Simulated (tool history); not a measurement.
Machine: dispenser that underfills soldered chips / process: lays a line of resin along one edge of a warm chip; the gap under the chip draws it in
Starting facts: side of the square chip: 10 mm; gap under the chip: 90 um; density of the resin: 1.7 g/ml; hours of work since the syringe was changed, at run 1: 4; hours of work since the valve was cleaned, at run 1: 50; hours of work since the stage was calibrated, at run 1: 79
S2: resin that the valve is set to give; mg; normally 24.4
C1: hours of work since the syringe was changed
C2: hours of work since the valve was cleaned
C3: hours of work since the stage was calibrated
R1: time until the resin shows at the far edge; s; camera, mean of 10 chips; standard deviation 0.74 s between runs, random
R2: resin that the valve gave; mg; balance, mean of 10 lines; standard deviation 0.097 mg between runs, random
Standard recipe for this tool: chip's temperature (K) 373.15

Run 1, hour 0: usual settings; C1 4; C2 50; C3 79. Result: R1 87.5 s, R2 23.48 mg.
At hour 1.8: new syringe of resin.
At hour 9.4: new syringe of resin.
Run 2, hour 9.4: usual settings; C1 0; C2 57; C3 86. Result: R1 66.7 s, R2 23.62 mg.
At hour 17: new syringe of resin.
At hour 23.5: dispensing valve cleaned and set on the balance.
At hour 25.7: new syringe of resin.
Run 3, hour 26.9: usual settings; C1 1; C2 2; C3 98. Result: R1 73 s, R2 24.41 mg.
At hour 33.9: new syringe of resin.
Run 4, hour 40.2: usual settings; C1 5; C2 12; C3 108. Result: R1 91.9 s, R2 24.33 mg.
At hour 41.7: new syringe of resin.
At hour 49.9: new syringe of resin.
Run 5, hour 56: usual settings; C1 5; C2 23; C3 119. Result: R1 90.6 s, R2 23.99 mg.
At hour 58.1: new syringe of resin.
Run 6, hour 65.2: usual settings; C1 5; C2 30; C3 126. Result: R1 94.2 s, R2 23.91 mg.
At hour 66.7: new syringe of resin.
At hour 74.7: new syringe of resin.
Run 7, hour 76.8: usual settings; C1 2; C2 38; C3 134. Result: R1 75.3 s, R2 23.74 mg.
At hour 82.2: new syringe of resin.
Run 8, hour 86.5: usual settings; C1 3; C2 45; C3 141. Result: R1 82.1 s, R2 23.73 mg.
At hour 90.4: new syringe of resin.
At hour 98.3: new syringe of resin.
Run 9, hour 102.3: usual settings; C1 3; C2 57; C3 152. Result: R1 83.8 s, R2 23.35 mg.
At hour 106.4: new syringe of resin.
At hour 114.6: new syringe of resin.
At hour 116.6: dispensing valve cleaned and set on the balance.
Run 10, hour 116.8: usual settings; C1 1; C2 0; C3 162. Result: R1 70.8 s, R2 24.47 mg.
At hour 124: new syringe of resin.
Run 11, hour 125.6: usual settings; C1 1; C2 7; C3 169. Result: R1 74.1 s, R2 24.29 mg.
At hour 132.2: new syringe of resin.
At hour 140.2: new syringe of resin.
Run 12, hour 141.1: usual settings; C1 1; C2 18; C3 180. Result: R1 72.1 s, R2 24.18 mg.
At hour 148.4: new syringe of resin.
At hour 156.1: new syringe of resin.
Run 13, hour 156.1: usual settings; C1 0; C2 28; C3 190. Result: R1 72 s, R2 24.01 mg.
At hour 164.1: new syringe of resin.
Run 14, hour 169.4: usual settings but S2 20.8 mg; C1 4; C2 38; C3 200. Result: R1 91.9 s, R2 20.28 mg.
At hour 172.7: new syringe of resin.
At hour 180.2: new syringe of resin.
Run 15, hour 180.9: usual settings but S2 20.8 mg; C1 0; C2 46; C3 208. Result: R1 74.4 s, R2 20.15 mg.
At hour 188.1: new syringe of resin.
Run 16, hour 192: usual settings but S2 20.8 mg; C1 3; C2 54; C3 216. Result: R1 84.5 s, R2 19.86 mg.
At hour 195.6: new syringe of resin.
Run 17, hour 202.6: usual settings but chip's temperature (K) 362.15, S2 23.6 mg; C1 5; C2 62; C3 224. Result: R1 157.5 s, R2 22.54 mg.
At hour 203.6: new syringe of resin.
At hour 210.2: dispensing valve cleaned and set on the balance.
At hour 213.2: new syringe of resin.
Run 18, hour 219.9: usual settings but chip's temperature (K) 372.15, S2 27.3 mg; C1 5; C2 7; C3 236. Result: R1 96.8 s, R2 27.33 mg.
At hour 221.1: new syringe of resin.
At hour 229.9: new syringe of resin.
Run 19, hour 234.8: usual settings but chip's temperature (K) 360.15, S2 29.1 mg; C1 4; C2 18; C3 247. Result: R1 160.4 s, R2 28.73 mg.
At hour 237.9: new syringe of resin.
Run 20, hour 244.9: usual settings but chip's temperature (K) 360.15, S2 29.1 mg; C1 5; C2 25; C3 254. Result: R1 172.3 s, R2 28.53 mg.
At hour 246.7: new syringe of resin.
At hour 255: new syringe of resin.
Run 21, hour 259.5: usual settings but chip's temperature (K) 360.15, S2 29.1 mg; C1 3; C2 36; C3 265. Result: R1 154.3 s, R2 28.54 mg.
At hour 262.6: new syringe of resin.
At hour 270.8: new syringe of resin.
Run 22, hour 270.8: usual settings but chip's temperature (K) 360.15, S2 29.1 mg; C1 0; C2 44; C3 273. Result: R1 128.8 s, R2 28.45 mg.
At hour 278.7: new syringe of resin.
At hour 286.5: new syringe of resin.
Run 23, hour 286.5: usual settings but chip's temperature (K) 360.15, S2 29.1 mg; C1 0; C2 55; C3 284. Result: R1 128.6 s, R2 27.92 mg.
At hour 294: new syringe of resin.
Run 24, hour 298.3: usual settings but chip's temperature (K) 363.15, S2 23.4 mg; C1 3; C2 64; C3 292. Result: R1 133.7 s, R2 22.39 mg.
At hour 301.9: new syringe of resin.
At hour 302.9: dispensing valve cleaned and set on the balance.
Run 25, hour 307.7: usual settings but chip's temperature (K) 366.15, S2 24.1 mg; C1 4; C2 4; C3 299. Result: R1 121.6 s, R2 24.18 mg.
At hour 310.6: new syringe of resin.
At hour 318.7: new syringe of resin.
Run 26, hour 324.2: usual settings but S2 29.3 mg; C1 4; C2 16; C3 311. Result: R1 88.9 s, R2 29.09 mg.
At hour 326.9: new syringe of resin.
At hour 334.4: new syringe of resin.
Run 27, hour 341.3: usual settings but chip's temperature (K) 370.15, S2 22.4 mg; C1 5; C2 28; C3 323. Result: R1 111.3 s, R2 21.99 mg.
At hour 343.1: new syringe of resin.
At hour 350.9: new syringe of resin.
Run 28, hour 351.7: usual settings but chip's temperature (K) 387.15, S2 24.2 mg; C1 1; C2 35; C3 330. Result: R1 40.3 s, R2 23.72 mg.
At hour 358.6: new syringe of resin.
At hour 366.9: new syringe of resin.
Run 29, hour 367.9: usual settings but chip's temperature (K) 365.15, S2 27.4 mg; C1 1; C2 47; C3 342. Result: R1 108 s, R2 26.74 mg.
At hour 374.9: new syringe of resin.
Run 30, hour 380.2: usual settings but chip's temperature (K) 368.15, S2 21.7 mg; C1 4; C2 56; C3 351. Result: R1 118.7 s, R2 21.12 mg.
At hour 382.7: new syringe of resin.
At hour 390.6: new syringe of resin.
Run 31, hour 394.1: usual settings but chip's temperature (K) 368.15, S2 21.7 mg; C1 3; C2 66; C3 361. Result: R1 109.1 s, R2 21.02 mg.
At hour 395.9: dispensing valve cleaned and set on the balance.
At hour 399.9: new syringe of resin.
At hour 407.5: new syringe of resin.
Run 32, hour 407.5: usual settings but chip's temperature (K) 368.15, S2 21.7 mg; C1 0; C2 8; C3 370. Result: R1 92.6 s, R2 21.57 mg.

What would each run have given without the hidden state, its run-to-run variation left as it was?
Unlogged tool condition in this case: resin's viscosity, % of fresh resin's; dose that the valve gives, % of what is set; true chip temperature over the reading, C; drift of the gauge itself on fill_s, %; drift of the gauge itself on given_mg, %.
run     R1     R2
  1   67.1  24.25
  2   66.5   24.5
  3   67.4  24.42
  4   68.4  24.49
  5   67.4  24.34
  6   66.9  24.36
  7   67.6  24.31
  8   66.3  24.42
  9   68.8  24.21
 10   66.9  24.47
 11   67.5  24.39
 12     67  24.46
 13   67.8  24.47
 14   70.2   20.8
 15   68.7  20.78
 16   68.1   20.6
 17  111.1  23.48
 18   69.6   27.5
 19  122.6  29.11
 20  121.6  29.05
 21  121.2  29.25
 22  121.8  29.32
 23  121.2  28.99
 24    106  23.37
 25   92.8  24.17
 26   66.2   29.3
 27   78.1   22.3
 28   36.8  24.17
 29   95.7  27.46
 30     87  21.81
 31   86.2  21.84
 32   86.8  21.72
